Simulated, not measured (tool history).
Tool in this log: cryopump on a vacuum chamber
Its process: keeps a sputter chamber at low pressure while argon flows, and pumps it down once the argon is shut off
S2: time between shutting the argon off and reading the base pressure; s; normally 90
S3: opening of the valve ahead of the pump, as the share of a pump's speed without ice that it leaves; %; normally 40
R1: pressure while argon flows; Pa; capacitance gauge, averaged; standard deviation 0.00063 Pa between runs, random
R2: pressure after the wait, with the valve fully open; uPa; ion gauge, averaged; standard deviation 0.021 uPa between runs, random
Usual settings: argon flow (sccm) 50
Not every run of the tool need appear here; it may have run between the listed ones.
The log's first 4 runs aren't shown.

Run 5, hour 92.1: usual settings but argon flow (sccm) 25. Result: R1 0.0529 Pa, R2 1.45 uPa.
Run 6, hour 121.8: usual settings but argon flow (sccm) 25, S2 31 s. Result: R1 0.0533 Pa, R2 2.08 uPa.
Run 7, hour 146.2: usual settings but S2 226 s. Result: R1 0.1079 Pa, R2 1.3 uPa.
Run 8, hour 172.4: usual settings. Result: R1 0.1081 Pa, R2 1.53 uPa.
Run 9, hour 196.2: usual settings. Result: R1 0.1089 Pa, R2 1.59 uPa.
Run 10, hour 217: usual settings. Result: R1 0.1089 Pa, R2 1.59 uPa.
Run 11, hour 233.9: usual settings but S2 145 s. Result: R1 0.1075 Pa, R2 1.54 uPa.
Run 12, hour 248: usual settings but S2 145 s. Result: R1 0.1079 Pa, R2 1.5 uPa.
Run 13, hour 275.5: usual settings but S2 145 s. Result: R1 0.1073 Pa, R2 1.56 uPa.
Run 14, hour 295.5: usual settings but S2 118 s. Result: R1 0.1079 Pa, R2 1.63 uPa.
Run 15, hour 322.6: usual settings but S2 118 s. Result: R1 0.1097 Pa, R2 1.72 uPa.
Run 16, hour 342.2: usual settings but S2 118 s. Result: R1 0.1089 Pa, R2 1.73 uPa.
Run 17, hour 371.9: usual settings but argon flow (sccm) 55, S2 118 s, S3 38 %. Result: R1 0.1271 Pa, R2 1.72 uPa.
Run 18, hour 389: usual settings but argon flow (sccm) 71, S2 106 s, S3 16 %. Result: R1 0.3625 Pa, R2 1.82 uPa.
Run 19, hour 411.5: usual settings but argon flow (sccm) 42, S2 50 s, S3 32 %. Result: R1 0.1126 Pa, R2 2.16 uPa.
At hour 427.9: pump warmed up, emptied and cooled again.
Run 20, hour 445.3: usual settings but argon flow (sccm) 42, S2 50 s, S3 32 %. Result: R1 0.1013 Pa, R2 1.83 uPa.
Run 21, hour 467.6: usual settings but argon flow (sccm) 37, S3 30 %. Result: R1 0.0966 Pa, R2 1.66 uPa.
Run 22, hour 483.7: usual settings but argon flow (sccm) 37, S3 30 %. Result: R1 0.0971 Pa, R2 1.59 uPa.
Run 23, hour 500.9: usual settings but argon flow (sccm) 56, S2 277 s, S3 27 %. Result: R1 0.1626 Pa, R2 1.37 uPa.
Run 24, hour 519.3: usual settings but argon flow (sccm) 28, S3 23 %. Result: R1 0.0946 Pa, R2 1.63 uPa.
Run 25, hour 548.6: usual settings but argon flow (sccm) 28, S3 23 %. Result: R1 0.095 Pa, R2 1.69 uPa.
Run 26, hour 574.2: usual settings but argon flow (sccm) 87, S3 48 %. Result: R1 0.1446 Pa, R2 1.73 uPa.
Run 27, hour 599.6: usual settings but argon flow (sccm) 91, S2 27 s, S3 20 %. Result: R1 0.3536 Pa, R2 2.47 uPa.

What does the tool deliver on the next run?
Run 28, hour 621.1: usual settings but argon flow (sccm) 91, S2 27 s, S3 20 %. Result: R1 ?, R2 ?.

R1: 0.3569 Pa
R2: 2.53 uPa
Were there no unlogged condition in the tool, this run, its random variation unchanged, would have produced R1 0.3534 Pa, R2 1.23 uPa.
